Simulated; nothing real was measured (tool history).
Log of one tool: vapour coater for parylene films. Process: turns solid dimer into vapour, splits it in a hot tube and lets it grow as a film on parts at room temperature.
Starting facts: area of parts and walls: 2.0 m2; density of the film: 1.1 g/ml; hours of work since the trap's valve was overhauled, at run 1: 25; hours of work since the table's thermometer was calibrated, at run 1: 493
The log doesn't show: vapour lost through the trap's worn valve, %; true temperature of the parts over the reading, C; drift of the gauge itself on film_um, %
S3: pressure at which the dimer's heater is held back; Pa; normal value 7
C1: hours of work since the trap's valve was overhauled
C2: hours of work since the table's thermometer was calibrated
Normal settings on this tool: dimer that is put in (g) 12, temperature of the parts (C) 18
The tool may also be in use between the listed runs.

{"run": 1, "hour": 0.0, "dimer that is put in (g)": 12, "temperature of the parts (C)": 18, "S3": 7, "C1": 25, "C2": 493, "thickness of the film (nm)": 3290}
{"run": 2, "hour": 19.2, "dimer that is put in (g)": 12, "temperature of the parts (C)": 18, "S3": 7, "C1": 39, "C2": 506, "thickness of the film (nm)": 3290}
{"run": 3, "hour": 37.8, "dimer that is put in (g)": 12, "temperature of the parts (C)": 13, "S3": 7, "C1": 52, "C2": 519, "thickness of the film (nm)": 3720}
{"run": 4, "hour": 59.4, "dimer that is put in (g)": 12, "temperature of the parts (C)": 13, "S3": 7, "C1": 67, "C2": 535, "thickness of the film (nm)": 3700}
{"run": 5, "hour": 80.7, "dimer that is put in (g)": 12, "temperature of the parts (C)": 13, "S3": 7, "C1": 82, "C2": 550, "thickness of the film (nm)": 3710}
{"run": 6, "hour": 102.5, "dimer that is put in (g)": 12, "temperature of the parts (C)": 18, "S3": 7.24, "C1": 97, "C2": 565, "thickness of the film (nm)": 3260}
{"hour": 107.4, "done": "trap's valve overhauled"}
{"run": 7, "hour": 117.6, "dimer that is put in (g)": 6, "temperature of the parts (C)": 13, "S3": 8.63, "C1": 7, "C2": 573, "thickness of the film (nm)": 1800}
{"run": 8, "hour": 127.2, "dimer that is put in (g)": 12, "temperature of the parts (C)": 17, "S3": 4.35, "C1": 14, "C2": 579, "thickness of the film (nm)": 3510}
{"run": 9, "hour": 142.7, "dimer that is put in (g)": 12, "temperature of the parts (C)": 28, "S3": 4.35, "C1": 25, "C2": 590, "thickness of the film (nm)": 2660}
{"run": 10, "hour": 160.7, "dimer that is put in (g)": 12, "temperature of the parts (C)": 18, "S3": 2.1, "C1": 37, "C2": 603, "thickness of the film (nm)": 3670}
{"run": 11, "hour": 171.3, "dimer that is put in (g)": 12, "temperature of the parts (C)": 18, "S3": 2.1, "C1": 45, "C2": 610, "thickness of the film (nm)": 3660}

Consider 5 possible next runs. They are alternatives, not a sequence: every one starts from the tool as it was left by run 11. What does each give?
{"run": "A", "hour": 181.7, "dimer that is put in (g)": 11, "temperature of the parts (C)": 18, "S3": 2.1, "C1": 52, "C2": 618, "thickness of the film (nm)": "?"}
{"run": "B", "hour": 181.7, "dimer that is put in (g)": 12, "temperature of the parts (C)": 22, "S3": 7, "C1": 52, "C2": 618, "thickness of the film (nm)": "?"}
{"run": "C", "hour": 181.7, "dimer that is put in (g)": 12, "temperature of the parts (C)": 20, "S3": 5.61, "C1": 52, "C2": 618, "thickness of the film (nm)": "?"}
{"run": "D", "hour": 181.7, "dimer that is put in (g)": 12, "temperature of the parts (C)": 18, "S3": 6.58, "C1": 52, "C2": 618, "thickness of the film (nm)": "?"}
{"run": "E", "hour": 181.7, "dimer that is put in (g)": 7, "temperature of the parts (C)": 21, "S3": 3.25, "C1": 52, "C2": 618, "thickness of the film (nm)": "?"}

run=A thickness_of_the_film_(nm)=3370
run=B thickness_of_the_film_(nm)=2920
run=C thickness_of_the_film_(nm)=3150
run=D thickness_of_the_film_(nm)=3270
run=E thickness_of_the_film_(nm)=1890
Without the tool's unlogged condition, the same runs would have read:
run=A thickness_of_the_film_(nm)=3410
run=B thickness_of_the_film_(nm)=2970
run=C thickness_of_the_film_(nm)=3200
run=D thickness_of_the_film_(nm)=3310
run=E thickness_of_the_film_(nm)=1920
